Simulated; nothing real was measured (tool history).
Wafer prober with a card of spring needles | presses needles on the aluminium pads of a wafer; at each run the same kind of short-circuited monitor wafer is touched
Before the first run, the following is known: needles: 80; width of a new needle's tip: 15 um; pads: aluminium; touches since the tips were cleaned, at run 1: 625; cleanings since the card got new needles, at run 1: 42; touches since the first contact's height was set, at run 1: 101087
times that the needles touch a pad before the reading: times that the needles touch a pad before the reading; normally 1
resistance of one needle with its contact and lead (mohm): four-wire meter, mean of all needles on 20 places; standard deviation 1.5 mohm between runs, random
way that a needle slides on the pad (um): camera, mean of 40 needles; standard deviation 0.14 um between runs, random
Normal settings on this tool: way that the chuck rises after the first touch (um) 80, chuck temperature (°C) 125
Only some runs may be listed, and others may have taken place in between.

run   hour  way that the chuck rises after the first touch (um)  chuck temperature (°C)  times that the needles touch a pad before the reading  touches since the tips were cleaned  cleanings since the card got new needles  touches since the first contact's height was set  resistance of one needle with its contact and lead (mohm)  way that a needle slides on the pad (um)
  1      0                                                   80                     125                                                      1                                  625                                        42                                            101087                                                        139                                     12.69
       3.2  -- tips cleaned on abrasive film
       8.4  -- tips cleaned on abrasive film
      13.6  -- tips cleaned on abrasive film
      17.7  -- tips cleaned on abrasive film
      22.9  -- tips cleaned on abrasive film
      27.1  -- tips cleaned on abrasive film
      32.3  -- tips cleaned on abrasive film
      37.5  -- tips cleaned on abrasive film
      42.7  -- tips cleaned on abrasive film
      47.9  -- tips cleaned on abrasive film
      53.1  -- tips cleaned on abrasive film
      57.4  -- tips cleaned on abrasive film
  2   57.4                                                   80                      26                                                      1                                    0                                        54                                            128119                                                        123                                     12.54
      62.6  -- tips cleaned on abrasive film
      67.8  -- tips cleaned on abrasive film
        73  -- tips cleaned on abrasive film
      78.3  -- tips cleaned on abrasive film
      83.5  -- tips cleaned on abrasive film
      88.7  -- tips cleaned on abrasive film
      93.9  -- tips cleaned on abrasive film
      99.1  -- tips cleaned on abrasive film
     104.3  -- tips cleaned on abrasive film
     105.6  -- height of the first contact set anew
     109.8  -- tips cleaned on abrasive film
       115  -- tips cleaned on abrasive film
     119.1  -- tips cleaned on abrasive film
  3  121.2                                                   80                     115                                                      1                                  982                                        66                                              7356                                                        138                                     12.42
     124.2  -- tips cleaned on abrasive film
     129.4  -- tips cleaned on abrasive film
     133.6  -- tips cleaned on abrasive film
     138.8  -- tips cleaned on abrasive film
       143  -- tips cleaned on abrasive film
     148.2  -- tips cleaned on abrasive film
     153.4  -- tips cleaned on abrasive film
     158.6  -- tips cleaned on abrasive film
     162.8  -- tips cleaned on abrasive film
       168  -- tips cleaned on abrasive film
     173.2  -- tips cleaned on abrasive film
     178.4  -- tips cleaned on abrasive film
     183.6  -- tips cleaned on abrasive film
     188.8  -- tips cleaned on abrasive film
       193  -- tips cleaned on abrasive film
     197.5  -- tips cleaned on abrasive film
  4  197.5                                                   80                     125                                                      1                                    0                                        82                                             43246                                                        138                                     12.37
     202.7  -- tips cleaned on abrasive film
     207.9  -- tips cleaned on abrasive film
     213.1  -- tips cleaned on abrasive film
     218.3  -- tips cleaned on abrasive film
     223.5  -- tips cleaned on abrasive film
     227.7  -- tips cleaned on abrasive film
     232.9  -- tips cleaned on abrasive film
       237  -- tips cleaned on abrasive film
     242.1  -- tips cleaned on abrasive film
  5  242.1                                                   80                     125                                                      1                                    0                                        91                                             64286                                                        138                                     12.42
     246.3  -- tips cleaned on abrasive film
     251.5  -- tips cleaned on abrasive film
     256.7  -- tips cleaned on abrasive film
     261.9  -- tips cleaned on abrasive film
     267.1  -- tips cleaned on abrasive film
     272.3  -- tips cleaned on abrasive film
     277.5  -- tips cleaned on abrasive film
     282.7  -- tips cleaned on abrasive film
     287.9  -- tips cleaned on abrasive film
     293.1  -- tips cleaned on abrasive film
     297.3  -- tips cleaned on abrasive film
  6  297.7                                                   80                     125                                                      1                                  172                                       102                                             90444                                                        137                                     12.49
     301.9  -- tips cleaned on abrasive film
     307.1  -- tips cleaned on abrasive film
     312.3  -- tips cleaned on abrasive film
     317.5  -- tips cleaned on abrasive film
     322.7  -- tips cleaned on abrasive film
     326.8  -- tips cleaned on abrasive film
       332  -- tips cleaned on abrasive film
     337.2  -- tips cleaned on abrasive film
  7  340.4                                                   80                      27                                                      1                                 1497                                       110                                            110574                                                        125                                     12.54
     341.5  -- tips cleaned on abrasive film
     346.7  -- tips cleaned on abrasive film
     350.9  -- tips cleaned on abrasive film
     356.1  -- tips cleaned on abrasive film
     360.3  -- tips cleaned on abrasive film
     365.5  -- tips cleaned on abrasive film
     369.7  -- tips cleaned on abrasive film
     374.9  -- tips cleaned on abrasive film
     380.1  -- tips cleaned on abrasive film
     385.3  -- tips cleaned on abrasive film
     390.5  -- tips cleaned on abrasive film
     395.7  -- tips cleaned on abrasive film
     400.9  -- tips cleaned on abrasive film
     405.1  -- tips cleaned on abrasive film
     410.3  -- tips cleaned on abrasive film
     415.5  -- tips cleaned on abrasive film
  8  419.4                                                   80                      27                                                      1                                 1919                                       126                                            147810                                                        127                                     12.64
     420.6  -- tips cleaned on abrasive film
     424.7  -- tips cleaned on abrasive film
       425  -- height of the first contact set anew
     430.2  -- tips cleaned on abrasive film
     435.4  -- tips cleaned on abrasive film
     440.7  -- tips cleaned on abrasive film
     445.9  -- tips cleaned on abrasive film
     451.1  -- tips cleaned on abrasive film
     456.3  -- tips cleaned on abrasive film
     461.5  -- tips cleaned on abrasive film
     466.7  -- tips cleaned on abrasive film
     471.9  -- tips cleaned on abrasive film
     477.1  -- tips cleaned on abrasive film
     482.3  -- tips cleaned on abrasive film
     486.4  -- tips cleaned on abrasive film
     491.6  -- tips cleaned on abrasive film
     496.8  -- tips cleaned on abrasive film
  9  498.5                                                   85                      39                                                      2                                  784                                       142                                             34613                                                        128                                     13.48
     501.6  -- tips cleaned on abrasive film
     506.8  -- tips cleaned on abrasive film
       512  -- tips cleaned on abrasive film
     517.2  -- tips cleaned on abrasive film
     521.4  -- tips cleaned on abrasive film
     526.6  -- tips cleaned on abrasive film
     531.8  -- tips cleaned on abrasive film
       537  -- tips cleaned on abrasive film
 10  539.2                                                   85                      39                                                      2                                 1042                                       150                                             53795                                                        124                                      13.4
     541.3  -- tips cleaned on abrasive film
     545.5  -- tips cleaned on abrasive film
     550.7  -- tips cleaned on abrasive film
     554.9  -- tips cleaned on abrasive film
     560.1  -- tips cleaned on abrasive film
     564.3  -- tips cleaned on abrasive film
     569.5  -- tips cleaned on abrasive film
     574.7  -- tips cleaned on abrasive film
     579.9  -- tips cleaned on abrasive film
     585.1  -- tips cleaned on abrasive film
     589.3  -- tips cleaned on abrasive film
     594.5  -- tips cleaned on abrasive film
     599.7  -- tips cleaned on abrasive film
     604.8  -- tips cleaned on abrasive film
     616.8  -- card fitted with new needles
 11  616.8                                                   96                     125                                                      1                                    0                                         0                                                 0                                                        135                                        15
     620.9  -- tips cleaned on abrasive film
     626.1  -- tips cleaned on abrasive film
     631.3  -- tips cleaned on abrasive film
     636.5  -- tips cleaned on abrasive film
     641.7  -- tips cleaned on abrasive film
     646.9  -- tips cleaned on abrasive film
     651.1  -- tips cleaned on abrasive film
 12  654.1                                                   64                      79                                                      2                                 1440                                         7                                             17620                                                        135                                     10.09
     656.3  -- tips cleaned on abrasive film
     661.5  -- tips cleaned on abrasive film
     666.7  -- tips cleaned on abrasive film
     671.9  -- tips cleaned on abrasive film
     677.1  -- tips cleaned on abrasive film
     681.2  -- tips cleaned on abrasive film
     686.4  -- tips cleaned on abrasive film
     690.6  -- tips cleaned on abrasive film
     695.8  -- tips cleaned on abrasive film
       701  -- tips cleaned on abrasive film
     706.2  -- tips cleaned on abrasive film
 13  706.6                                                   80                     111                                                      1                                  169                                        18                                             42303                                                        135                                     12.71
     710.8  -- tips cleaned on abrasive film
     714.9  -- tips cleaned on abrasive film
     719.1  -- tips cleaned on abrasive film
     724.3  -- tips cleaned on abrasive film
     728.5  -- tips cleaned on abrasive film
     733.7  -- tips cleaned on abrasive film
     738.9  -- tips cleaned on abrasive film
     744.1  -- tips cleaned on abrasive film
     749.3  -- tips cleaned on abrasive film
     754.5  -- tips cleaned on abrasive film
 14  756.9                                                   80                     111                                                      1                                 1126                                        28                                             65983                                                        138                                     12.54
       759  -- tips cleaned on abrasive film
     764.2  -- tips cleaned on abrasive film
     769.4  -- tips cleaned on abrasive film
     774.6  -- tips cleaned on abrasive film
     779.8  -- tips cleaned on abrasive film
       785  -- tips cleaned on abrasive film
     790.2  -- tips cleaned on abrasive film
     794.4  -- tips cleaned on abrasive film
     799.6  -- tips cleaned on abrasive film
     804.8  -- tips cleaned on abrasive film
       810  -- tips cleaned on abrasive film
 15  811.2                                                   80                      37                                                      1                                  571                                        39                                             91557                                                        126                                     12.31
     814.3  -- tips cleaned on abrasive film
     819.5  -- tips cleaned on abrasive film
     824.7  -- tips cleaned on abrasive film
     829.9  -- tips cleaned on abrasive film
     835.1  -- tips cleaned on abrasive film
     839.3  -- tips cleaned on abrasive film
     844.5  -- tips cleaned on abrasive film
     849.7  -- tips cleaned on abrasive film
     854.9  -- tips cleaned on abrasive film
     860.1  -- tips cleaned on abrasive film
     865.3  -- tips cleaned on abrasive film
     870.5  -- tips cleaned on abrasive film
     875.7  -- tips cleaned on abrasive film
     880.9  -- tips cleaned on abrasive film
     885.3  -- tips cleaned on abrasive film
 16  885.3                                                   80                      37                                                      1                                    0                                        54                                            126455                                                        126                                     12.59

4 ways to go on from here, each from the tool as it stands after run 16. What would each give?
     890.5  -- tips cleaned on abrasive film
     895.7  -- tips cleaned on abrasive film
     899.9  -- tips cleaned on abrasive film
     905.1  -- tips cleaned on abrasive film
     909.2  -- tips cleaned on abrasive film
     914.4  -- tips cleaned on abrasive film
     919.6  -- tips cleaned on abrasive film
     924.8  -- tips cleaned on abrasive film
      929  -- tips cleaned on abrasive film
  A   933                                                   60                      68                                                      1                                 1892                                        63                                            148936                                                          ?                                         ?
     890.5  -- tips cleaned on abrasive film
     895.7  -- tips cleaned on abrasive film
     899.9  -- tips cleaned on abrasive film
     905.1  -- tips cleaned on abrasive film
     909.2  -- tips cleaned on abrasive film
     914.4  -- tips cleaned on abrasive film
     919.6  -- tips cleaned on abrasive film
     924.8  -- tips cleaned on abrasive film
      929  -- tips cleaned on abrasive film
  B   933                                                   83                      37                                                      1                                 1892                                        63                                            148936                                                          ?                                         ?
     890.5  -- tips cleaned on abrasive film
     895.7  -- tips cleaned on abrasive film
     899.9  -- tips cleaned on abrasive film
     905.1  -- tips cleaned on abrasive film
     909.2  -- tips cleaned on abrasive film
     914.4  -- tips cleaned on abrasive film
     919.6  -- tips cleaned on abrasive film
     924.8  -- tips cleaned on abrasive film
      929  -- tips cleaned on abrasive film
  C   933                                                   76                      55                                                      3                                 1892                                        63                                            148936                                                          ?                                         ?
     890.5  -- tips cleaned on abrasive film
     895.7  -- tips cleaned on abrasive film
     899.9  -- tips cleaned on abrasive film
     905.1  -- tips cleaned on abrasive film
     909.2  -- tips cleaned on abrasive film
     914.4  -- tips cleaned on abrasive film
     919.6  -- tips cleaned on abrasive film
     924.8  -- tips cleaned on abrasive film
      929  -- tips cleaned on abrasive film
  D   933                                                   80                     125                                                      1                                 1892                                        63                                            148936                                                          ?                                         ?

run  resistance of one needle with its contact and lead (mohm)  way that a needle slides on the pad (um)
  A                                                        133                                      9.38
  B                                                        127                                     12.98
  C                                                        128                                     11.84
  D                                                        140                                     12.41
Stripped of hidden state, with their random variation kept, the same runs would have yielded:
run  resistance of one needle with its contact and lead (mohm)  way that a needle slides on the pad (um)
  A                                                        132                                      9.39
  B                                                        126                                        13
  C                                                        128                                     11.86
  D                                                        139                                     12.43
